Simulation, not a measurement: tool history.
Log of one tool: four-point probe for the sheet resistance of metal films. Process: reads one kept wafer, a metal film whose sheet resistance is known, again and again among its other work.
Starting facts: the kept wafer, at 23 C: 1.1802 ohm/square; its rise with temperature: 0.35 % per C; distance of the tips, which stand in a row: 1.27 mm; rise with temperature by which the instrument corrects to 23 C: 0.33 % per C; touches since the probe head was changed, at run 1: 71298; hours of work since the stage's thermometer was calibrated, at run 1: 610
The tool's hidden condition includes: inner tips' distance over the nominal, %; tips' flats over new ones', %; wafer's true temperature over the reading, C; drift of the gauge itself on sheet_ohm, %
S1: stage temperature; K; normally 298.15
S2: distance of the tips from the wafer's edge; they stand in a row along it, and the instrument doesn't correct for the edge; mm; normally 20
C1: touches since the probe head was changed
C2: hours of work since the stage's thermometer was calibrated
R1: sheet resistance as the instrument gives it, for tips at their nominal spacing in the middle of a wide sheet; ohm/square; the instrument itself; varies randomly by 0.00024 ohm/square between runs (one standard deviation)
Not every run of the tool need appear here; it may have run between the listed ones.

{"run": 1, "day": 0.0, "S1": 298.15, "S2": 20, "C1": 71298, "C2": 610, "R1": 1.196506}
{"run": 2, "day": 0.838, "S1": 298.15, "S2": 58, "C1": 71994, "C2": 621, "R1": 1.193657}
{"run": 3, "day": 1.683, "S1": 298.15, "S2": 3, "C1": 72694, "C2": 633, "R1": 1.297685}
{"run": 4, "day": 2.638, "S1": 298.15, "S2": 3, "C1": 73482, "C2": 646, "R1": 1.298376}
{"run": 5, "day": 3.308, "S1": 298.15, "S2": 3, "C1": 74038, "C2": 655, "R1": 1.298164}
{"run": 6, "day": 4.338, "S1": 298.15, "S2": 3, "C1": 74890, "C2": 669, "R1": 1.297978}
{"run": 7, "day": 5.021, "S1": 298.15, "S2": 20, "C1": 75456, "C2": 678, "R1": 1.196778}
{"run": 8, "day": 6.275, "S1": 298.15, "S2": 20, "C1": 76496, "C2": 695, "R1": 1.1964}
{"run": 9, "day": 7.438, "S1": 298.15, "S2": 20, "C1": 77458, "C2": 711, "R1": 1.196828}

Run 10 is up next; what results do you expect?
{"run": 10, "day": 8.117, "S1": 298.15, "S2": 20, "C1": 78020, "C2": 720, "R1": "?"}

Run 10 measured R1 1.196756 ohm/square.
The same run, on a tool lacking any hidden state, would have yielded R1 1.183112 ohm/square.
